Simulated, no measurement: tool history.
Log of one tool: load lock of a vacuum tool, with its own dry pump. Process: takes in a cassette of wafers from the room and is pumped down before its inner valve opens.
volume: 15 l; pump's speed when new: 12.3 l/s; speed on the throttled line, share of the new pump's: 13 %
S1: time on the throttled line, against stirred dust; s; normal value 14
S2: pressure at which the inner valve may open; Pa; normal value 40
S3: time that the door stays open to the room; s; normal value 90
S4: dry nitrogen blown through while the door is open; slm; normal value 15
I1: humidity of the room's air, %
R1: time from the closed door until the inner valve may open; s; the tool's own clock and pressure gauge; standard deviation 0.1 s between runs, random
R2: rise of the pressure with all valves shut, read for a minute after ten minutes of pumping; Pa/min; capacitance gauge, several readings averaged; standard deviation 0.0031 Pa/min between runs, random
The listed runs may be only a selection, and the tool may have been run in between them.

{"run": 1, "day": 0.0, "S1": 14, "S2": 40, "S3": 90, "S4": 15, "I1": 47.8, "R1": 23.8, "R2": 0.074}
{"run": 2, "day": 7.058, "S1": 14, "S2": 40, "S3": 90, "S4": 6, "I1": 41.2, "R1": 23.7, "R2": 0.074}
{"run": 3, "day": 10.604, "S1": 14, "S2": 40, "S3": 90, "S4": 15, "I1": 42.8, "R1": 24.1, "R2": 0.07}
{"run": 4, "day": 13.8, "S1": 14, "S2": 40, "S3": 96, "S4": 15, "I1": 42.2, "R1": 23.9, "R2": 0.076}
{"run": 5, "day": 20.671, "S1": 14, "S2": 40, "S3": 96, "S4": 15, "I1": 48.0, "R1": 24.0, "R2": 0.085}
{"run": 6, "day": 25.008, "S1": 14, "S2": 40, "S3": 96, "S4": 15, "I1": 47.2, "R1": 24.0, "R2": 0.076}

Predict the results of run 7:
{"run": 7, "day": 31.242, "S1": 14, "S2": 66, "S3": 37, "S4": 32, "I1": 43.0, "R1": "?", "R2": "?"}

{"run 7": {"R1": 23.3, "R2": 0.049}}
On a tool with no hidden condition, and with the same random variation, this run would have come out at R1 21.3 s, R2 0.028 Pa/min.
